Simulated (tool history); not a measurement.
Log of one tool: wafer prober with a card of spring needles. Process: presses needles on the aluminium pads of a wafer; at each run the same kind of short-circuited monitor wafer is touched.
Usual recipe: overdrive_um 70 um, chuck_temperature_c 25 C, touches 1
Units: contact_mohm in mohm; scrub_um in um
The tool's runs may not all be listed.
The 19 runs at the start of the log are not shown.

-- hour=300.1 tips cleaned on abrasive film
run 20 hour=310.3 | overdrive_um=68 chuck_temperature_c=47 touches=3 | contact_mohm=258 scrub_um=18.87
-- hour=314.3 tips cleaned on abrasive film
run 21 hour=325.7 | overdrive_um=68 chuck_temperature_c=47 touches=3 | contact_mohm=258 scrub_um=18.82
-- hour=329.3 tips cleaned on abrasive film
-- hour=343.8 tips cleaned on abrasive film
run 22 hour=344.1 | overdrive_um=70 chuck_temperature_c=25 touches=2 | contact_mohm=247 scrub_um=19.36
run 23 hour=353.8 | overdrive_um=70 chuck_temperature_c=63 touches=2 | contact_mohm=266 scrub_um=19.37
-- hour=357.9 tips cleaned on abrasive film
run 24 hour=371.4 | overdrive_um=70 chuck_temperature_c=63 touches=2 | contact_mohm=267 scrub_um=19.36
-- hour=373.5 tips cleaned on abrasive film
-- hour=387.7 tips cleaned on abrasive film
-- hour=391.2 height of the first contact set anew
run 25 hour=391.8 | overdrive_um=76 chuck_temperature_c=45 touches=3 | contact_mohm=254 scrub_um=21.15
-- hour=402.6 tips cleaned on abrasive film
run 26 hour=415.7 | overdrive_um=76 chuck_temperature_c=45 touches=3 | contact_mohm=256 scrub_um=21.13
-- hour=416.9 tips cleaned on abrasive film
-- hour=431.1 tips cleaned on abrasive film
run 27 hour=438.5 | overdrive_um=74 chuck_temperature_c=25 touches=2 | contact_mohm=252 scrub_um=20.53
-- hour=445.7 tips cleaned on abrasive film
run 28 hour=458.2 | overdrive_um=74 chuck_temperature_c=25 touches=2 | contact_mohm=253 scrub_um=20.51
-- hour=459.7 tips cleaned on abrasive film
run 29 hour=469.2 | overdrive_um=70 chuck_temperature_c=83 touches=2 | contact_mohm=269 scrub_um=19.42

The next listed run, before its measurement:
-- hour=474.1 tips cleaned on abrasive film
run 30 hour=481.9 | overdrive_um=70 chuck_temperature_c=83 touches=2 | contact_mohm=? scrub_um=?

Run 30 yielded contact_mohm 268 mohm, scrub_um 19.39 um.
Had the tool carried no hidden state, the very same run would have given contact_mohm 262 mohm, scrub_um 19.49 um.
